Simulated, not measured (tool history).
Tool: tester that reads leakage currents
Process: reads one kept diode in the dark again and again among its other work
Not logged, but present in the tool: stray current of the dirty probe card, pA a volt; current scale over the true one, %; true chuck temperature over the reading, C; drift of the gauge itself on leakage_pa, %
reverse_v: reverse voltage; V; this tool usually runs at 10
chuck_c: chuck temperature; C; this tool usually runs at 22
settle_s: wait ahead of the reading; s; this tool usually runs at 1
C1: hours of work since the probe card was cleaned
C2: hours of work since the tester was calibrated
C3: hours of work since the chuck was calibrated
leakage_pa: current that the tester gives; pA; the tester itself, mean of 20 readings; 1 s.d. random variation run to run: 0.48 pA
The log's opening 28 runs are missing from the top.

run 29 hour=835.7 | reverse_v=1.1 chuck_c=53 settle_s=1 | C1=2516 C2=92 C3=706 | leakage_pa=608.22
run 30 hour=859.5 | reverse_v=2.4 chuck_c=53 settle_s=1 | C1=2533 C2=109 C3=723 | leakage_pa=911.81
run 31 hour=877.7 | reverse_v=10 chuck_c=50 settle_s=1.4 | C1=2546 C2=122 C3=735 | leakage_pa=1547.05
run 32 hour=898.8 | reverse_v=1.9 chuck_c=51 settle_s=1.13 | C1=2561 C2=137 C3=750 | leakage_pa=703.29
run 33 hour=934.4 | reverse_v=2.7 chuck_c=28 settle_s=2.52 | C1=2586 C2=162 C3=775 | leakage_pa=141.17
run 34 hour=968.6 | reverse_v=10 chuck_c=31 settle_s=5.66 | C1=2610 C2=186 C3=799 | leakage_pa=355.86
run 35 hour=1000.2 | reverse_v=1.2 chuck_c=31 settle_s=9.22 | C1=2632 C2=208 C3=821 | leakage_pa=118.6
run 36 hour=1043.6 | reverse_v=4.3 chuck_c=28 settle_s=0.92 | C1=2662 C2=238 C3=852 | leakage_pa=182.31
run 37 hour=1080 | reverse_v=10 chuck_c=45 settle_s=6.51 | C1=2688 C2=264 C3=878 | leakage_pa=1072.31

Here are 5 independent what-if runs from the current tool condition. What would each one return?
run A hour=1100 | reverse_v=10 chuck_c=38 settle_s=6.51 | C1=2702 C2=278 C3=892 | leakage_pa=?
run B hour=1100 | reverse_v=11.8 chuck_c=45 settle_s=1.72 | C1=2702 C2=278 C3=892 | leakage_pa=?
run C hour=1100 | reverse_v=13.8 chuck_c=37 settle_s=9.94 | C1=2702 C2=278 C3=892 | leakage_pa=?
run D hour=1100 | reverse_v=1 chuck_c=30 settle_s=8.76 | C1=2702 C2=278 C3=892 | leakage_pa=?
run E hour=1100 | reverse_v=10 chuck_c=51 settle_s=6.51 | C1=2702 C2=278 C3=892 | leakage_pa=?

run=A leakage_pa=630.9
run=B leakage_pa=1174.03
run=C leakage_pa=688.13
run=D leakage_pa=99.52
run=E leakage_pa=1669.75
Without the tool's hidden state the same runs would have given:
run=A leakage_pa=583.41
run=B leakage_pa=1090.62
run=C leakage_pa=635.5
run=D leakage_pa=91.75
run=E leakage_pa=1556.33
